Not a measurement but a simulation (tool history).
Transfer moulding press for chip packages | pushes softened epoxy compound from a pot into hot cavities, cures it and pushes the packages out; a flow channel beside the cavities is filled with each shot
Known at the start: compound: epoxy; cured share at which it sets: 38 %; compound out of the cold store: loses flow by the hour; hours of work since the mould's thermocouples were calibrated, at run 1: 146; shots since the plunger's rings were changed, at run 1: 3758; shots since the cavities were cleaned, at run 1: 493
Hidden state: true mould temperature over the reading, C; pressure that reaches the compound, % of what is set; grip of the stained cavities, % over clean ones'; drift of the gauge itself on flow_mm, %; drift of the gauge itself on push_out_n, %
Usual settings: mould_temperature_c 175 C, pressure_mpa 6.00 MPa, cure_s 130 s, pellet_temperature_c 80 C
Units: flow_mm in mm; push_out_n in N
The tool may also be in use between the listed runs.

run,day,mould_temperature_c,pressure_mpa,cure_s,pellet_temperature_c,hours of work since the mould's thermocouples were calibrated,shots since the plunger's rings were changed,shots since the cavities were cleaned,incoming compound's hours out of the cold store,flow_mm,push_out_n
1,0.000,175,6.00,130,80,146,3758,493,36.5,534,872
2,0.383,175,6.00,130,80,150,3812,547,20.5,568,927
3,0.575,175,6.00,130,80,152,3839,574,17.2,573,931
4,0.854,175,6.00,130,76,155,3878,613,44.3,509,914
5,1.262,175,6.00,130,84,159,3936,671,26.6,547,941
6,1.442,175,6.00,130,84,161,3961,696,11.4,592,999
7,1.825,175,5.97,130,80,165,4015,750,35.0,533,924
8,2.242,175,6.00,130,80,169,4074,809,24.5,553,979
9,2.588,175,6.00,130,85,173,4122,857,31.7,543,1014
10,2.833,182,6.00,130,80,175,4157,892,12.9,563,824
11,3.112,182,6.00,130,80,178,4196,931,31.6,522,824
12,3.346,175,6.00,159,80,180,4229,964,40.3,518,824
13,3.700,175,6.79,145,88,184,4279,1014,25.1,585,910
14,3.938,175,6.79,145,88,186,4312,1047,34.2,561,944
# day 4.112: plunger's sealing rings changed
# day 4.296: cavities cleaned with cleaning compound and waxed
15,4.296,175,6.79,134,83,188,17,0,17.4,661,547
16,4.579,174,4.59,133,72,191,56,39,38.0,495,577
17,4.867,177,4.59,161,72,194,97,80,45.8,472,517
18,5.279,175,7.41,113,80,199,155,138,35.3,631,801
19,5.704,174,7.41,124,80,203,215,198,43.7,617,767

Forecast run 20:
20,6.012,174,7.41,124,80,206,258,241,20.7,?,?

{"run 20": {"flow_mm": 678, "push_out_n": 851}}
Without the tool's hidden state the same run would have given flow_mm 681 mm, push_out_n 621 N.

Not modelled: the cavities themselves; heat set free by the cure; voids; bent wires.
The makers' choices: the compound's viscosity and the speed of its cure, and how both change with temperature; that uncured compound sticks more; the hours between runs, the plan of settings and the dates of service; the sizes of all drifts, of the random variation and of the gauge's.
